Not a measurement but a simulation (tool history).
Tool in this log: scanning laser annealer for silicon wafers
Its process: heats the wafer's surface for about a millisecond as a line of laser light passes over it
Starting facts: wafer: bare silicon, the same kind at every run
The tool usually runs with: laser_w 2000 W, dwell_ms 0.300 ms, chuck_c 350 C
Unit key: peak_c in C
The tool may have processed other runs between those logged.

run 1 hour=0.0 | laser_w=2000 dwell_ms=0.300 chuck_c=350 | peak_c=1138
run 2 hour=6.2 | laser_w=2000 dwell_ms=0.300 chuck_c=350 | peak_c=1131
run 3 hour=12.2 | laser_w=2000 dwell_ms=0.300 chuck_c=351 | peak_c=1134
run 4 hour=23.5 | laser_w=2000 dwell_ms=0.300 chuck_c=351 | peak_c=1133
run 5 hour=34.0 | laser_w=2000 dwell_ms=0.300 chuck_c=351 | peak_c=1134
run 6 hour=40.4 | laser_w=2000 dwell_ms=0.284 chuck_c=351 | peak_c=1107
run 7 hour=48.0 | laser_w=2000 dwell_ms=0.284 chuck_c=351 | peak_c=1108
run 8 hour=59.7 | laser_w=1761 dwell_ms=0.300 chuck_c=350 | peak_c=1040
run 9 hour=69.7 | laser_w=1761 dwell_ms=0.300 chuck_c=350 | peak_c=1036
run 10 hour=76.4 | laser_w=2000 dwell_ms=0.300 chuck_c=350 | peak_c=1127
-- hour=82.2 optics aligned, line set to its width
run 11 hour=89.4 | laser_w=2000 dwell_ms=0.300 chuck_c=350 | peak_c=1128
run 12 hour=98.2 | laser_w=2000 dwell_ms=0.300 chuck_c=350 | peak_c=1125

Predict the results of run 13:
run 13 hour=105.6 | laser_w=2000 dwell_ms=0.300 chuck_c=350 | peak_c=?

Run 13 yielded peak_c 1120 C.
With the hidden condition absent and the run-to-run variation left alone, this run would have shown peak_c 1163 C.

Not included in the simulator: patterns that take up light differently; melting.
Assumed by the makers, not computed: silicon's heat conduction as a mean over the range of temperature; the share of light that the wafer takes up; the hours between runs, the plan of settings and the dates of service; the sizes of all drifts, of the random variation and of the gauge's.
